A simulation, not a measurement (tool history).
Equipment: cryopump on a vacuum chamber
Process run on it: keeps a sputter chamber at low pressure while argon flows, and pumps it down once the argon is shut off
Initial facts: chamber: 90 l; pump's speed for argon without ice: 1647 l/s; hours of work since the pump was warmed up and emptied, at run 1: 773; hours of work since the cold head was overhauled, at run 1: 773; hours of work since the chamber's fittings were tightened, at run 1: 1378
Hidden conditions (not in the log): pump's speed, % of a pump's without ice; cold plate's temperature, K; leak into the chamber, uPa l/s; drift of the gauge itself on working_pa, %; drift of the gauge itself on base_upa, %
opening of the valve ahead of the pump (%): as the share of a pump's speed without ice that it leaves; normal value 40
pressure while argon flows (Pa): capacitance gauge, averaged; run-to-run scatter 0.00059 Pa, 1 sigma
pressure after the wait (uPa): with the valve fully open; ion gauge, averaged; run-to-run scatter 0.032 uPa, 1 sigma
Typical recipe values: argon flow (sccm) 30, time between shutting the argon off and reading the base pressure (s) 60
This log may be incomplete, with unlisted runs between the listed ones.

run     day  argon flow (sccm)  time between shutting the argon off and reading the base pressure (s)  opening of the valve ahead of the pump (%)  hours of work since the pump was warmed up and emptied  hours of work since the cold head was overhauled  hours of work since the chamber's fittings were tightened  pressure while argon flows (Pa)  pressure after the wait (uPa)
  1   0.000                 30                                                                     60                                          40                                                     773                                               773                                                       1378                           0.0838                           2.12
  2   2.121                 30                                                                     60                                          40                                                     815                                               815                                                       1419                           0.0843                           2.09
  3   3.838                 30                                                                     60                                          40                                                     848                                               848                                                       1452                           0.0856                           2.13
  4   5.321                 30                                                                     60                                          40                                                     877                                               877                                                       1481                           0.0862                           2.17
  5   6.838                 30                                                                     60                                          43                                                     906                                               906                                                       1510                           0.0794                           2.17
  6   8.942                 30                                                                     60                                          43                                                     947                                               947                                                       1551                           0.0812                           2.15
  7  11.042                 30                                                                     60                                          43                                                     988                                               988                                                       1592                           0.0817                           2.14
  8  12.621                 33                                                                     60                                          40                                                    1019                                              1019                                                       1623                           0.0960                           2.27
  9  14.679                 33                                                                     60                                          40                                                    1059                                              1059                                                       1663                           0.0973                           2.22
 10  15.979                 33                                                                     60                                          40                                                    1084                                              1084                                                       1688                           0.0978                           2.25
 11  17.071                 30                                                                     60                                          40                                                    1105                                              1105                                                       1709                           0.0876                           2.25
     18.571  -- pump warmed up, emptied and cooled again
 12  19.396                 30                                                                     60                                          40                                                      16                                              1146                                                       1750                           0.0777                           2.09
 13  21.379                 30                                                                     60                                          40                                                      55                                              1185                                                       1789                           0.0790                           2.04
 14  22.783                 30                                                                     60                                          40                                                      82                                              1212                                                       1816                           0.0773                           2.15
 15  24.779                 30                                                                     60                                          22                                                     121                                              1251                                                       1855                           0.1417                           2.05
 16  25.942                 30                                                                     60                                          40                                                     143                                              1273                                                       1877                           0.0790                           2.09
 17  28.121                 30                                                                     60                                          40                                                     185                                              1316                                                       1920                           0.0799                           2.18
 18  29.783                 30                                                                     60                                          40                                                     218                                              1348                                                       1952                           0.0789                           2.12
 19  31.067                 30                                                                     60                                          40                                                     243                                              1373                                                       1977                           0.0796                           2.21

Run 20 comes next. What will it give?
 20  32.500                 30                                                                     60                                          32                                                     271                                              1401                                                       2005                                ?                              ?

{"run 20": {"pressure while argon flows (Pa)": 0.0999, "pressure after the wait (uPa)": 2.12}}
Were there no unlogged condition in the tool, this run, its random variation unchanged, would have produced pressure while argon flows (Pa) 0.0968, pressure after the wait (uPa) 1.58.
